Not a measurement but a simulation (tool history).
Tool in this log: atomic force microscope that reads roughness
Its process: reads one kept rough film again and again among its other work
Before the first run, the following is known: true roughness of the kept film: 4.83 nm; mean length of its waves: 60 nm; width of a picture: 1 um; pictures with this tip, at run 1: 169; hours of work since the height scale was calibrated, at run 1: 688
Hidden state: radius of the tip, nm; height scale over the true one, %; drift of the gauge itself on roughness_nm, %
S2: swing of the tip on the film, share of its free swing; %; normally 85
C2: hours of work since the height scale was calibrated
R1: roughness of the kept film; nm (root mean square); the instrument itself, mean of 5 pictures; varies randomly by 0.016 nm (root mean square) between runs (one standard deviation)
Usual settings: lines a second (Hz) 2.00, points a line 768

{"run": 1, "hour": 0.0, "lines a second (Hz)": 2.0, "S2": 85, "points a line": 768, "pictures with this tip": 169, "C2": 688, "R1": 3.566}
{"run": 2, "hour": 22.3, "lines a second (Hz)": 2.0, "S2": 85, "points a line": 768, "pictures with this tip": 203, "C2": 700, "R1": 3.506}
{"hour": 32.2, "done": "new tip fitted"}
{"run": 3, "hour": 69.3, "lines a second (Hz)": 2.0, "S2": 85, "points a line": 768, "pictures with this tip": 55, "C2": 725, "R1": 3.642}
{"run": 4, "hour": 99.4, "lines a second (Hz)": 1.61, "S2": 85, "points a line": 768, "pictures with this tip": 100, "C2": 741, "R1": 3.764}
{"run": 5, "hour": 132.0, "lines a second (Hz)": 1.61, "S2": 85, "points a line": 768, "pictures with this tip": 149, "C2": 759, "R1": 3.696}
{"hour": 175.5, "done": "new tip fitted"}
{"run": 6, "hour": 175.5, "lines a second (Hz)": 2.0, "S2": 68, "points a line": 768, "pictures with this tip": 0, "C2": 782, "R1": 4.133}
{"run": 7, "hour": 218.4, "lines a second (Hz)": 2.0, "S2": 68, "points a line": 768, "pictures with this tip": 64, "C2": 805, "R1": 4.088}
{"run": 8, "hour": 258.6, "lines a second (Hz)": 2.0, "S2": 68, "points a line": 768, "pictures with this tip": 125, "C2": 826, "R1": 3.977}
{"run": 9, "hour": 307.6, "lines a second (Hz)": 2.0, "S2": 68, "points a line": 768, "pictures with this tip": 198, "C2": 852, "R1": 3.935}
{"hour": 319.1, "done": "new tip fitted"}
{"run": 10, "hour": 341.4, "lines a second (Hz)": 2.83, "S2": 66, "points a line": 257, "pictures with this tip": 34, "C2": 870, "R1": 4.02}
{"run": 11, "hour": 387.4, "lines a second (Hz)": 2.83, "S2": 66, "points a line": 257, "pictures with this tip": 102, "C2": 894, "R1": 3.918}
{"run": 12, "hour": 420.4, "lines a second (Hz)": 3.21, "S2": 67, "points a line": 257, "pictures with this tip": 152, "C2": 912, "R1": 3.794}
{"hour": 461.8, "done": "new tip fitted"}
{"run": 13, "hour": 463.7, "lines a second (Hz)": 3.21, "S2": 67, "points a line": 257, "pictures with this tip": 3, "C2": 935, "R1": 3.911}
{"run": 14, "hour": 489.7, "lines a second (Hz)": 0.63, "S2": 85, "points a line": 435, "pictures with this tip": 42, "C2": 949, "R1": 4.145}
{"run": 15, "hour": 530.0, "lines a second (Hz)": 2.0, "S2": 75, "points a line": 318, "pictures with this tip": 102, "C2": 970, "R1": 3.855}

Take each entry between the runs: how does the hidden state at the last listed run before it differ from the hidden state at the first listed run after it?
Run 2 -> run 3: new tip fitted (hour 32.2)
  radius of the tip, nm: 21.1 -> 12.7; height scale over the true one, %: -1.26 -> -1.31
  difference, measured minus the result without the unlogged condition, R1: -0.244 -> -0.099 nm (root mean square)
Run 5 -> run 6: new tip fitted (hour 175.5)
  radius of the tip, nm: 17.6 -> 10.2; height scale over the true one, %: -1.36 -> -1.4
  difference, measured minus the result without the unlogged condition, R1: -0.195 -> -0.062 nm (root mean square)
Run 9 -> run 10: new tip fitted (hour 319.1)
  radius of the tip, nm: 20.3 -> 11.7; height scale over the true one, %: -1.51 -> -1.55
  difference, measured minus the result without the unlogged condition, R1: -0.268 -> -0.099 nm (root mean square)
Run 12 -> run 13: new tip fitted (hour 461.8)
  radius of the tip, nm: 18.5 -> 11; height scale over the true one, %: -1.62 -> -1.66
  difference, measured minus the result without the unlogged condition, R1: -0.228 -> -0.087 nm (root mean square)
